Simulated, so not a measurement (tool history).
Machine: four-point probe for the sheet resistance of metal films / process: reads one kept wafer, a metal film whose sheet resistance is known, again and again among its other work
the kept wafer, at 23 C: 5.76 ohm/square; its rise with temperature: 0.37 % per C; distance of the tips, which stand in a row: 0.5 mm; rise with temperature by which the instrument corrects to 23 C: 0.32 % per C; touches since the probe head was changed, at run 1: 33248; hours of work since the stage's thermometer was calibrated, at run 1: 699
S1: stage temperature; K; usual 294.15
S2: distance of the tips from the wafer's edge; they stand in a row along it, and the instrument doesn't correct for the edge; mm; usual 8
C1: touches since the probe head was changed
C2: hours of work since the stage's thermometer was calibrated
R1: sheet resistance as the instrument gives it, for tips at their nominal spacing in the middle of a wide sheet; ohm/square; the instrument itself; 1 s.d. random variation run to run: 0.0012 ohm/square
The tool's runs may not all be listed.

run 1 hour=0 | S1=294.15 S2=8 | C1=33248 C2=699 | R1=5.701538
run 2 hour=65.1 | S1=297.15 S2=8 | C1=35959 C2=732 | R1=5.705795
run 3 hour=116 | S1=297.15 S2=8 | C1=38079 C2=759 | R1=5.705084
run 4 hour=176 | S1=297.15 S2=8 | C1=40576 C2=789 | R1=5.70118
run 5 hour=214.9 | S1=294.15 S2=11 | C1=42196 C2=809 | R1=5.687151
run 6 hour=246.7 | S1=294.15 S2=11 | C1=43523 C2=826 | R1=5.683938
run 7 hour=291 | S1=294.15 S2=8 | C1=45365 C2=848 | R1=5.688462
run 8 hour=344.1 | S1=294.15 S2=8 | C1=47577 C2=875 | R1=5.688392
run 9 hour=382.4 | S1=293.15 S2=8 | C1=49171 C2=895 | R1=5.68193
run 10 hour=428.3 | S1=293.15 S2=8 | C1=51083 C2=919 | R1=5.681542
run 11 hour=466.9 | S1=293.15 S2=8 | C1=52690 C2=938 | R1=5.679825
run 12 hour=510.5 | S1=293.15 S2=8 | C1=54508 C2=961 | R1=5.67804
-- hour=516.7 stage's thermometer calibrated
run 13 hour=562.4 | S1=294.15 S2=16 | C1=56645 C2=23 | R1=5.669276
run 14 hour=624.9 | S1=294.15 S2=16 | C1=59248 C2=55 | R1=5.668751
run 15 hour=658.2 | S1=294.15 S2=16 | C1=60635 C2=73 | R1=5.665536
-- hour=678.9 new probe head fitted
run 16 hour=722.2 | S1=294.15 S2=16 | C1=1800 C2=105 | R1=5.755023
run 17 hour=752.7 | S1=294.15 S2=16 | C1=3073 C2=121 | R1=5.753412
run 18 hour=799.8 | S1=294.15 S2=16 | C1=5034 C2=145 | R1=5.753107
run 19 hour=837.5 | S1=307.15 S2=13 | C1=6603 C2=164 | R1=5.785038
-- hour=851.2 stage's thermometer calibrated, once more
run 20 hour=871.9 | S1=307.15 S2=13 | C1=8014 C2=11 | R1=5.777096
run 21 hour=904.7 | S1=307.15 S2=13 | C1=9379 C2=27 | R1=5.774937
run 22 hour=936.2 | S1=305.15 S2=10 | C1=10691 C2=44 | R1=5.773367
run 23 hour=964.2 | S1=303.15 S2=34 | C1=11856 C2=58 | R1=5.757322
run 24 hour=1027.7 | S1=303.15 S2=34 | C1=14503 C2=90 | R1=5.757306
run 25 hour=1081.2 | S1=303.15 S2=34 | C1=16730 C2=118 | R1=5.755141
run 26 hour=1117 | S1=303.15 S2=34 | C1=18220 C2=136 | R1=5.752985
run 27 hour=1161.1 | S1=305.15 S2=3 | C1=20057 C2=159 | R1=5.841285
run 28 hour=1207.8 | S1=297.15 S2=6 | C1=22002 C2=183 | R1=5.753175
run 29 hour=1252.1 | S1=297.15 S2=6 | C1=23848 C2=206 | R1=5.751597
run 30 hour=1300.9 | S1=303.15 S2=14 | C1=25879 C2=231 | R1=5.748509
run 31 hour=1337.8 | S1=298.15 S2=9 | C1=27414 C2=249 | R1=5.737472

Results per run with the tool's hidden condition removed, run-to-run variation unchanged:
The hidden state here: inner tips' distance over the nominal, %; tips' flats over new ones', %; wafer's true temperature over the reading, C; drift of the gauge itself on sheet_ohm, %.
run=1 R1=5.766811
run=2 R1=5.773967
run=3 R1=5.775284
run=4 R1=5.77385
run=5 R1=5.761568
run=6 R1=5.759443
run=7 R1=5.765741
run=8 R1=5.767999
run=9 R1=5.763085
run=10 R1=5.764566
run=11 R1=5.764464
run=12 R1=5.764438
run=13 R1=5.75607
run=14 R1=5.758346
run=15 R1=5.756423
run=16 R1=5.758689
run=17 R1=5.758274
run=18 R1=5.760094
run=19 R1=5.793899
run=20 R1=5.794057
run=21 R1=5.793159
run=22 R1=5.792772
run=23 R1=5.777818
run=24 R1=5.780352
run=25 R1=5.780516
run=26 R1=5.779775
run=27 R1=5.870263
run=28 R1=5.783844
run=29 R1=5.784163
run=30 R1=5.782933
run=31 R1=5.773399

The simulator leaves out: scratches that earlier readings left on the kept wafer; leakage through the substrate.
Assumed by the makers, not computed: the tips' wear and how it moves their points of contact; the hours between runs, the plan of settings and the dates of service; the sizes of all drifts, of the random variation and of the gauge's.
